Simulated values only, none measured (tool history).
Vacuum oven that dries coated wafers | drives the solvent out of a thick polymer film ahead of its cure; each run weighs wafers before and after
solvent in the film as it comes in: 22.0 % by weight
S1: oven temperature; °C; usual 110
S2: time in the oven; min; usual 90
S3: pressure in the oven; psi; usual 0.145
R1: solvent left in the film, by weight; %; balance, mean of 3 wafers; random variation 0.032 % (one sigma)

run 1 day=0 | S1=110 S2=90 S3=0.145 | R1=1.1
run 2 day=0.408 | S1=110 S2=90 S3=0.145 | R1=1.11
run 3 day=1.175 | S1=110 S2=90 S3=0.145 | R1=1.17
run 4 day=1.521 | S1=110 S2=90 S3=0.145 | R1=1.09
run 5 day=2.067 | S1=110 S2=90 S3=0.145 | R1=1.07
run 6 day=2.733 | S1=110 S2=90 S3=0.145 | R1=1.1
run 7 day=3.438 | S1=110 S2=90 S3=0.145 | R1=1.11
run 8 day=3.95 | S1=110 S2=90 S3=0.145 | R1=1.14
run 9 day=4.267 | S1=110 S2=90 S3=0.145 | R1=1.08
run 10 day=4.75 | S1=110 S2=51 S3=0.145 | R1=3
-- day=5.312 oven's thermocouples calibrated
run 11 day=5.312 | S1=110 S2=51 S3=0.145 | R1=3.49
run 12 day=5.675 | S1=110 S2=51 S3=0.145 | R1=3.45
run 13 day=6.292 | S1=110 S2=51 S3=0.145 | R1=3.57
run 14 day=6.796 | S1=110 S2=51 S3=0.145 | R1=3.48
run 15 day=7.438 | S1=120 S2=99 S3=0.132 | R1=0.4
run 16 day=7.896 | S1=110 S2=90 S3=0.2 | R1=1.49
run 17 day=8.529 | S1=110 S2=90 S3=0.2 | R1=1.54
run 18 day=9.092 | S1=110 S2=90 S3=0.2 | R1=1.47
run 19 day=9.675 | S1=98 S2=90 S3=0.252 | R1=4.72

Run 20 comes next. What will it give?
run 20 day=10.308 | S1=100 S2=90 S3=0.252 | R1=?

{"run 20": {"R1": 4.07}}
Without the tool's hidden state the same run would have given R1 3.86 %.
